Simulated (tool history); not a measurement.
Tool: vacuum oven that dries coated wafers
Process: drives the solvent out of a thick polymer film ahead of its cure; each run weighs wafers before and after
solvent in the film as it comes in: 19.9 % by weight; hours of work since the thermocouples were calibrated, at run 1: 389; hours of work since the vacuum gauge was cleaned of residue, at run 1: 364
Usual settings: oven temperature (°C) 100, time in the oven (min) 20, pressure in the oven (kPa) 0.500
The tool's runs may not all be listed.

run     day  oven temperature (°C)  time in the oven (min)  pressure in the oven (kPa)  hours of work since the thermocouples were calibrated  hours of work since the vacuum gauge was cleaned of residue  solvent left in the film (%)
  1   0.000                    100                      20                       0.500                                                    389                                                          364                          2.67
  2   0.804                    100                      20                       0.500                                                    397                                                          373                          2.66
  3   1.608                    100                      20                       0.500                                                    406                                                          381                          2.66
  4   2.375                    100                      20                       0.500                                                    414                                                          389                          2.67
  5   3.129                    100                      20                       0.713                                                    422                                                          397                          2.72
  6   3.596                    100                      15                       0.713                                                    426                                                          402                          4.17
  7   4.254                    100                      11                       0.500                                                    433                                                          409                          5.92
  8   4.858                    100                      11                       0.500                                                    440                                                          415                          5.96
  9   5.392                    115                      20                       0.500                                                    445                                                          420                          0.19
 10   5.921                    100                      16                       0.500                                                    451                                                          426                          3.80
 11   6.633                    100                      20                       0.500                                                    458                                                          433                          2.66
 12   7.467                    100                      20                       0.500                                                    467                                                          442                          2.65
 13   8.150                    100                      20                       0.500                                                    474                                                          449                          2.64
 14   8.592                    100                      20                       0.521                                                    478                                                          454                          2.68
 15   9.421                    100                      28                       0.521                                                    487                                                          462                          1.34
 16   9.821                    100                      28                       0.521                                                    491                                                          467                          1.34
 17  10.812                    100                      20                       0.500                                                    502                                                          477                          2.67
     10.962  -- oven's thermocouples calibrated
 18  11.650                    100                      18                       0.500                                                      7                                                          485                          3.05
 19  12.283                    100                      18                       0.500                                                     14                                                          491                          3.07
     12.408  -- oven's thermocouples calibrated, once more
 20  13.200                    100                      20                       1.383                                                      8                                                          500                          3.38

Forecast run 21:
 21  13.912                    100                      20                       0.758                                                     16                                                          507                             ?

solvent left in the film (%): 3.25
Without the tool's hidden state the same run would have given solvent left in the film (%) 2.99.
